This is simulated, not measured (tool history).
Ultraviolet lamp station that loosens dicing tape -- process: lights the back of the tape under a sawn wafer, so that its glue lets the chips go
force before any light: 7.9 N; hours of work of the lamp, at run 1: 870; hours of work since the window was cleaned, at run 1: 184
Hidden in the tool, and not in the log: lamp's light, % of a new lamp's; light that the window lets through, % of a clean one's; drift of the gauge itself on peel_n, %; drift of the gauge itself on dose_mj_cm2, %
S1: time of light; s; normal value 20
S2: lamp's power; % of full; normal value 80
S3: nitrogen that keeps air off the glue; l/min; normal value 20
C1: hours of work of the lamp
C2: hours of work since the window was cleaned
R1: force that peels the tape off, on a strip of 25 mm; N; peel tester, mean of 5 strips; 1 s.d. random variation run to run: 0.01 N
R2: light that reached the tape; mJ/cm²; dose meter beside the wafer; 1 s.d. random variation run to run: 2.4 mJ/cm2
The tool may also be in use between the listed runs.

run	hour	S1	S2	S3	C1	C2	R1	R2
1	0.0	20	80	20	870	184	0.772	209
2	73.9	20	80	20	912	226	0.806	201
3	134.9	20	80	9	947	261	1.369	200
4	208.2	20	80	9	989	303	1.330	197
5	254.8	20	80	9	1015	329	1.472	192
6	339.4	20	64	20	1064	378	1.398	149
7	424.1	38	80	20	1112	426	0.287	352
8	463.7	38	80	20	1135	449	0.287	343
# hour 512.6: window cleaned of glue's vapour
# hour 517.9: lamp changed
9	517.9	38	80	20	0	2	0.222	408
10	578.2	20	80	20	34	37	0.781	211
11	646.5	20	80	20	73	76	0.798	206
12	705.4	20	80	20	107	110	0.853	202
13	788.3	20	80	20	155	157	0.908	195
14	867.6	20	85	20	200	202	0.822	203
# hour 919.6: window cleaned of glue's vapour, once more
15	956.6	20	85	20	250	21	0.479	274
16	1002.7	20	80	33	277	47	0.395	255
17	1082.3	20	80	33	322	93	0.421	250
18	1168.0	20	80	33	371	142	0.434	244
19	1220.3	15	99	8	401	172	1.308	222
20	1281.5	15	99	8	436	207	1.227	213
21	1347.0	27	89	20	474	244	0.294	344
22	1393.1	16	95	15	500	271	0.884	214
23	1461.1	16	99	20	539	310	0.719	222
24	1504.4	18	62	20	564	334	1.397	149

What does the tool deliver on the next run?
25	1553.3	15	97	20	591	362	?	?

R1: 0.885 N
R2: 196 mJ/cm²
With the hidden condition absent and the run-to-run variation left alone, this run would have shown R1 0.536 N, R2 251 mJ/cm².
